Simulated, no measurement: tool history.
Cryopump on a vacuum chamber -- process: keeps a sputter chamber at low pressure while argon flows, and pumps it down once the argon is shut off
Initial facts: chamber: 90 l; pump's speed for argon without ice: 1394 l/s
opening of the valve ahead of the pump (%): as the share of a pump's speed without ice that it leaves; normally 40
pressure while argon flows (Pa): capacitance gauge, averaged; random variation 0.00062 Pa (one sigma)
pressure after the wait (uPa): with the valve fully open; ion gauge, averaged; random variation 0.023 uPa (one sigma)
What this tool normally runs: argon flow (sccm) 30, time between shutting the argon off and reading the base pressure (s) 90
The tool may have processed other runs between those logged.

run	hour	argon flow (sccm)	time between shutting the argon off and reading the base pressure (s)	opening of the valve ahead of the pump (%)	pressure while argon flows (Pa)	pressure after the wait (uPa)
1	0	30	90	40	0.0968	2.42
2	82.9	30	90	32	0.1193	2.54
3	147.8	49	90	40	0.1596	2.71
4	251.4	49	90	40	0.1625	2.83
5	368.5	49	237	40	0.1668	2.65
6	463.1	25	90	40	0.0856	3.23
7	542.3	25	90	16	0.2016	3.33
8	652	25	90	16	0.2028	3.52
9	729.1	30	35	40	0.1082	4.7
10	798.3	30	35	40	0.1106	4.8
# hour 810.5: pump warmed up, emptied and cooled again
11	884	30	35	40	0.0919	3.8
12	974.1	15	90	22	0.0826	2.96
13	1067.2	20	81	40	0.0631	3.28
14	1147.1	20	81	40	0.0624	3.36
15	1244.5	20	81	40	0.0647	3.42
16	1309.9	23	22	47	0.0642	5.42
17	1406.8	44	175	35	0.1649	3.4
18	1499.4	51	33	40	0.1714	4.9
19	1616.8	51	33	52	0.1404	5.26
20	1696	51	33	52	0.1415	5.29
21	1773.1	50	33	52	0.1427	5.48
22	1867.7	18	90	31	0.0797	4.63

Each row is a separate what-if for the run after 22, all from the same tool condition, not one after another. Results?
A	1969.3	51	90	31	?	?
B	1969.3	32	31	46	?	?
C	1969.3	36	102	16	?	?
D	1969.3	30	90	55	?	?

run	pressure while argon flows (Pa)	pressure after the wait (uPa)
A	0.2333	5.03
B	0.1049	6.26
C	0.2971	5.08
D	0.0858	5.01
With the hidden condition removed and each run's random variation left untouched, the same runs would have given:
run	pressure while argon flows (Pa)	pressure after the wait (uPa)
A	0.1999	0.78
B	0.0841	1.97
C	0.2737	0.76
D	0.0662	0.8
